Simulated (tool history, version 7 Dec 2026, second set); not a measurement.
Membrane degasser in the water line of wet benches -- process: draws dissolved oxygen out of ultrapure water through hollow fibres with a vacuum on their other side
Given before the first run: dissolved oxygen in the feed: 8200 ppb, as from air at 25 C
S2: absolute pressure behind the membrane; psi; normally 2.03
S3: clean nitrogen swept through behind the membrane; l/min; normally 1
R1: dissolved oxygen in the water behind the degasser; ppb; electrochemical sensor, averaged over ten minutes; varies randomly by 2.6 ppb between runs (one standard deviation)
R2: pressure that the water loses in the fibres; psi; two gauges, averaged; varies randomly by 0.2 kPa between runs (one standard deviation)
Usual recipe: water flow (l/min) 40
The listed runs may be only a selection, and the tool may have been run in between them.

{"run": 1, "hour": 0.0, "water flow (l/min)": 40, "S2": 2.03, "S3": 1, "R1": 796.6, "R2": 6.408}
{"run": 2, "hour": 78.7, "water flow (l/min)": 40, "S2": 2.03, "S3": 1, "R1": 804.2, "R2": 6.39}
{"run": 3, "hour": 194.9, "water flow (l/min)": 40, "S2": 2.03, "S3": 1, "R1": 797.5, "R2": 6.373}
{"run": 4, "hour": 313.6, "water flow (l/min)": 40, "S2": 2.03, "S3": 1, "R1": 798.4, "R2": 6.382}
{"run": 5, "hour": 464.5, "water flow (l/min)": 40, "S2": 2.03, "S3": 1, "R1": 798.7, "R2": 6.402}
{"run": 6, "hour": 567.9, "water flow (l/min)": 40, "S2": 2.03, "S3": 1, "R1": 794.7, "R2": 6.358}
{"run": 7, "hour": 697.8, "water flow (l/min)": 40, "S2": 2.03, "S3": 1, "R1": 797.1, "R2": 6.416}
{"run": 8, "hour": 778.5, "water flow (l/min)": 40, "S2": 1.67, "S3": 1, "R1": 625.7, "R2": 6.377}
{"run": 9, "hour": 875.9, "water flow (l/min)": 40, "S2": 1.67, "S3": 1, "R1": 625.8, "R2": 6.385}
{"run": 10, "hour": 952.2, "water flow (l/min)": 40, "S2": 1.67, "S3": 1, "R1": 625.2, "R2": 6.318}
{"run": 11, "hour": 1091.4, "water flow (l/min)": 51, "S2": 2.03, "S3": 0.48, "R1": 1511.6, "R2": 8.061}
{"run": 12, "hour": 1188.0, "water flow (l/min)": 34, "S2": 1.8, "S3": 1.77, "R1": 378.2, "R2": 5.43}
{"run": 13, "hour": 1309.1, "water flow (l/min)": 34, "S2": 1.8, "S3": 1.77, "R1": 377.2, "R2": 5.501}
{"run": 14, "hour": 1391.4, "water flow (l/min)": 34, "S2": 1.22, "S3": 0.57, "R1": 535, "R2": 5.385}
{"run": 15, "hour": 1458.0, "water flow (l/min)": 51, "S2": 1.32, "S3": 1, "R1": 546.5, "R2": 8.121}
{"run": 16, "hour": 1549.3, "water flow (l/min)": 46, "S2": 1.32, "S3": 1, "R1": 503.2, "R2": 7.285}
{"run": 17, "hour": 1658.3, "water flow (l/min)": 46, "S2": 1.32, "S3": 1, "R1": 503, "R2": 7.388}
{"run": 18, "hour": 1775.0, "water flow (l/min)": 39, "S2": 4.84, "S3": 1.01, "R1": 1878, "R2": 6.228}
{"run": 19, "hour": 1894.3, "water flow (l/min)": 49, "S2": 2.73, "S3": 1, "R1": 1274.9, "R2": 7.807}
{"run": 20, "hour": 2003.2, "water flow (l/min)": 36, "S2": 2.03, "S3": 1.61, "R1": 497.2, "R2": 5.757}

5 ways to go on from here, each from the tool as it stands after run 20. What would each give?
{"run": "A", "hour": 2083.0, "water flow (l/min)": 53, "S2": 1.83, "S3": 1.38, "R1": "?", "R2": "?"}
{"run": "B", "hour": 2083.0, "water flow (l/min)": 31, "S2": 2.18, "S3": 2.94, "R1": "?", "R2": "?"}
{"run": "C", "hour": 2083.0, "water flow (l/min)": 36, "S2": 2.89, "S3": 0.57, "R1": "?", "R2": "?"}
{"run": "D", "hour": 2083.0, "water flow (l/min)": 32, "S2": 2.93, "S3": 2.9, "R1": "?", "R2": "?"}
{"run": "E", "hour": 2083.0, "water flow (l/min)": 52, "S2": 2.29, "S3": 1.66, "R1": "?", "R2": "?"}

run=A R1=678.9 R2=8.444
run=B R1=281.1 R2=4.992
run=C R1=1587.1 R2=5.8
run=D R1=413.7 R2=5.102
run=E R1=762.4 R2=8.295
Without the tool's hidden state the same runs would have given:
run=A R1=687.6 R2=8.443
run=B R1=284.7 R2=4.991
run=C R1=1608 R2=5.799
run=D R1=419 R2=5.101
run=E R1=772.3 R2=8.292
